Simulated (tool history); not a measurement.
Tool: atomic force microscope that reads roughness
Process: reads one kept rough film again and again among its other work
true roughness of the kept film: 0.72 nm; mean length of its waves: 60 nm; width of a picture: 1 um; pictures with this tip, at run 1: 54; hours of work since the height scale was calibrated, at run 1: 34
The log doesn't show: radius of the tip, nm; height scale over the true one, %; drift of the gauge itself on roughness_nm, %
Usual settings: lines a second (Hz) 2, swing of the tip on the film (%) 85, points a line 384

| run | hour | lines a second (Hz) | swing of the tip on the film (%) | points a line | pictures with this tip | hours of work since the height scale was calibrated | roughness of the kept film (nm (root mean square)) |
|---|---|---|---|---|---|---|---|
| 1 | 0 | 2 | 85 | 384 | 54 | 34 | 0.56 |
| 2 | 6.8 | 2 | 85 | 384 | 61 | 39 | 0.559 |
| 3 | 12.9 | 2 | 85 | 384 | 67 | 43 | 0.558 |
| 4 | 25.5 | 2 | 59 | 384 | 81 | 52 | 0.666 |
| 5 | 32.3 | 2 | 85 | 384 | 88 | 57 | 0.558 |
| 6 | 40.3 | 2 | 85 | 384 | 97 | 62 | 0.555 |
| 7 | 49.1 | 2 | 85 | 384 | 106 | 68 | 0.555 |
| 8 | 54.5 | 2 | 89 | 384 | 112 | 72 | 0.533 |
| 9 | 60.6 | 2 | 89 | 384 | 118 | 76 | 0.534 |
| 10 | 72.2 | 2 | 85 | 401 | 131 | 84 | 0.556 |
| 11 | 77.7 | 2 | 85 | 401 | 137 | 88 | 0.556 |
| 12 | 84.4 | 2 | 85 | 401 | 144 | 93 | 0.555 |
| 13 | 89.6 | 3.69 | 85 | 401 | 149 | 96 | 0.47 |
| 14 | 95.2 | 1.31 | 85 | 771 | 155 | 100 | 0.598 |
| 15 | 104.1 | 1.37 | 83 | 384 | 165 | 106 | 0.602 |
| 16 | 116.7 | 2 | 82 | 455 | 178 | 115 | 0.569 |
| 17 | 124.3 | 2.36 | 72 | 384 | 186 | 120 | 0.602 |
| 18 | 130.1 | 0.76 | 90 | 484 | 193 | 124 | 0.619 |
| 19 | 138.2 | 0.76 | 90 | 484 | 201 | 130 | 0.62 |
| 20 | 143.7 | 0.76 | 90 | 484 | 207 | 133 | 0.621 |
| 21 | 152.7 | 0.76 | 90 | 484 | 217 | 140 | 0.621 |
| 22 | 158.4 | 0.76 | 90 | 484 | 223 | 144 | 0.62 |
| 23 | 169.5 | 2 | 82 | 384 | 235 | 151 | 0.569 |
| 24 | 177.1 | 2 | 82 | 384 | 243 | 156 | 0.568 |
| 25 | 187 | 2 | 82 | 384 | 253 | 163 | 0.565 |

4 ways to go on from here, each from the tool as it stands after run 25. What would each give?
| A | 195.2 | 1.08 | 85 | 325 | 262 | 169 | ? |
| B | 195.2 | 2.39 | 77 | 579 | 262 | 169 | ? |
| C | 195.2 | 2 | 63 | 384 | 262 | 169 | ? |
| D | 195.2 | 2 | 87 | 819 | 262 | 169 | ? |

| run | roughness of the kept film (nm (root mean square)) |
|---|---|
| A | 0.608 |
| B | 0.573 |
| C | 0.645 |
| D | 0.538 |
Without the tool's hidden state the same runs would have given:
| run | roughness of the kept film (nm (root mean square)) |
|---|---|
| A | 0.623 |
| B | 0.587 |
| C | 0.66 |
| D | 0.552 |

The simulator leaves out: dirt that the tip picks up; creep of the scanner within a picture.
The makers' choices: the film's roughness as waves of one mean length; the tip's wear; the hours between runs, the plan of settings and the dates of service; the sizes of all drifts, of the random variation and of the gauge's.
